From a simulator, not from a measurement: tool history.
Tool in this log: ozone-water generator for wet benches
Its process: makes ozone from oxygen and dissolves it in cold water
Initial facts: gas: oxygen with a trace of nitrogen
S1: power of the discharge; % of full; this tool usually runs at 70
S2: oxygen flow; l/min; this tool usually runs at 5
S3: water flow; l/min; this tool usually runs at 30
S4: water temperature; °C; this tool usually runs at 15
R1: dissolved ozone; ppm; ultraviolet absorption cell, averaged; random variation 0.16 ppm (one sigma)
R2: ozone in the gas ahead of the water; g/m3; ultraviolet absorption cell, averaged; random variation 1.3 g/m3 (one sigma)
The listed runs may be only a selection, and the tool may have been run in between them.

run	day	S1	S2	S3	S4	R1	R2
1	0	70	5	30	15	21.4	243.5
2	1.246	70	5	30	20	20.1	243.8
3	3.667	70	5	30	15	21.1	243
4	5.779	70	5	30	15	21	244
# day 7.138: water thermometer calibrated
5	7.471	70	5	30	15	21.5	245.5
6	8.975	70	5	42	15	15.2	245.2
7	11.412	70	5	42	15	15.1	243.3
8	13.892	70	5	30	15	21.1	243.4
9	15.038	70	5	18	15	32.2	242.8
10	17.538	70	5	18	15	32.4	245.1
11	19.379	70	5	18	15	32.7	244.9
12	20.629	70	5	18	15	32.6	243.3
13	22.358	70	5	18	15	32.4	240.9
14	24.275	71	3.18	31	8	20.4	322.1
15	25.65	42	3.18	26	16	15.4	215.6
# day 25.938: contactor cleaned
16	27.583	70	5.79	30	15	21	220
17	29.871	93	5	30	21	24.1	300.1
18	31.321	66	7.01	42	17	14.5	189.9
19	33.196	66	7.01	42	17	14.6	188.1
20	35.258	84	5	18	15	37.1	278.7
21	37.592	84	2.78	18	15	36.4	395.1
22	39.138	84	2.78	20	8	35.1	392.4
# day 41.417: contactor cleaned, once more
23	41.417	90	4.7	30	9	27	302.5

Pick out some run-to-run changes in R1. Of each, how much would a tool without hidden state show as well, from the settings, what came in and chance, and how much is left for the hidden state and any gauge scatter not in both results compared?
Hidden state at play: yield of the discharge, % of new electrodes'; contactor's efficiency, % of a clean one's; true water temperature over the reading, C; drift of the gauge itself on ozone_ppm, %; drift of the gauge itself on gas_g_m3, %.
Run 13 -> 14: S1 70 -> 71, S2 5 -> 3.18, S3 18 -> 31, S4 15 -> 8. R1 -12 ppm: hidden state +0.1, all else -12.1.
Run 19 -> 20: S1 66 -> 84, S2 7.01 -> 5, S3 42 -> 18, S4 17 -> 15. R1 +22.5 ppm: hidden state -0.6, all else +23.1.
Run 22 -> 23: S1 84 -> 90, S2 2.78 -> 4.7, S3 20 -> 30, S4 8 -> 9, contactor cleaned, once more. R1 -8.1 ppm: hidden state +0.5, all else -8.6.
